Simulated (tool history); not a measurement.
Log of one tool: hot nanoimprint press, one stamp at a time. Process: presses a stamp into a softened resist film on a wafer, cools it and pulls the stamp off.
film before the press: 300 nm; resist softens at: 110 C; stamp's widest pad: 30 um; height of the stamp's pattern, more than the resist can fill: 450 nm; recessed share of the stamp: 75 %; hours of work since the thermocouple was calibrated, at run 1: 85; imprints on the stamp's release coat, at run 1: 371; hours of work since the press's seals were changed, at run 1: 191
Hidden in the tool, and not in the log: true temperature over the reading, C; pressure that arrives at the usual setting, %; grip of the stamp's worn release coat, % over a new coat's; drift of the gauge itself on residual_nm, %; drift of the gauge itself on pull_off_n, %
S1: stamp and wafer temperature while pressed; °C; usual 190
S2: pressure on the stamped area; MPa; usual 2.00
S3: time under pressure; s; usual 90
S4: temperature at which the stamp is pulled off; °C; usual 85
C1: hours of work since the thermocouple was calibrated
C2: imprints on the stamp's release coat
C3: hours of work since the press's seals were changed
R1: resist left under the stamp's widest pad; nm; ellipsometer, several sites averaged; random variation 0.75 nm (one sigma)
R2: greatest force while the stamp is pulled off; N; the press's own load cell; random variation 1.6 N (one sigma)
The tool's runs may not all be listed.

run,hour,S1,S2,S3,S4,C1,C2,C3,R1,R2
1,0.0,190,2.00,90,85,85,371,191,161.2,140
2,25.4,190,2.00,90,85,99,475,205,159.4,136
3,56.9,190,2.00,90,85,116,603,223,160.1,136
4,85.5,190,2.00,90,84,132,719,239,161.3,141
5,124.4,190,2.00,90,84,154,878,260,160.7,143
6,142.8,195,2.00,90,85,164,953,270,134.3,138
7,162.8,190,2.00,154,85,175,1034,282,132.5,139
# hour 201.5: stamp cleaned and given a new release coat
8,207.0,190,1.56,154,85,196,22,303,145.3,136
9,239.3,190,2.00,90,85,214,154,321,160.3,137
10,267.8,190,1.68,90,85,230,270,336,172.4,135
11,299.5,190,1.68,90,85,248,400,354,170.1,136
12,320.9,179,1.68,90,85,259,487,366,231.9,138
13,350.2,182,2.00,90,85,276,606,382,205.7,139
14,375.6,190,2.00,67,85,290,709,396,176.0,135
15,411.1,190,2.00,67,85,309,854,416,178.5,139
16,438.3,188,1.81,70,75,324,965,431,191.3,145
17,466.9,188,1.81,70,75,340,1081,447,192.8,144
# hour 493.9: stamp cleaned and given a new release coat
18,505.4,188,1.81,70,75,358,46,465,191.6,147
19,534.4,188,1.81,70,75,374,165,481,192.4,143
20,564.5,199,1.81,70,75,391,287,498,135.1,145
21,594.4,199,1.97,70,72,408,409,514,131.0,148
22,631.3,184,1.64,104,90,428,559,535,198.6,133
23,656.4,184,1.64,104,90,442,662,549,199.2,136
24,672.7,184,1.64,141,90,451,728,558,180.7,131
25,708.7,184,1.64,141,90,471,874,578,180.3,133
26,732.3,189,2.26,81,85,484,970,591,166.2,138
27,771.8,189,2.26,81,85,506,1131,613,165.3,138
# hour 786.7: stamp cleaned and given a new release coat
28,813.1,189,2.26,81,85,526,107,632,166.2,142
29,841.6,189,2.26,81,85,542,223,648,164.8,139

Forecast each of these 5 alternatives for the next run:
A,868.5,186,2.26,121,93,556,333,663,?,?
B,868.5,190,2.00,90,92,556,333,663,?,?
C,868.5,189,1.27,103,82,556,333,663,?,?
D,868.5,189,2.26,81,85,556,333,663,?,?
E,868.5,189,2.26,48,85,556,333,663,?,?

run,R1,R2
A,159.9,132
B,160.6,132
C,184.9,143
D,165.9,138
E,195.0,138
Without the tool's hidden state the same runs would have given:
run,R1,R2
A,159.5,132
B,160.2,131
C,184.6,143
D,165.6,138
E,194.7,138
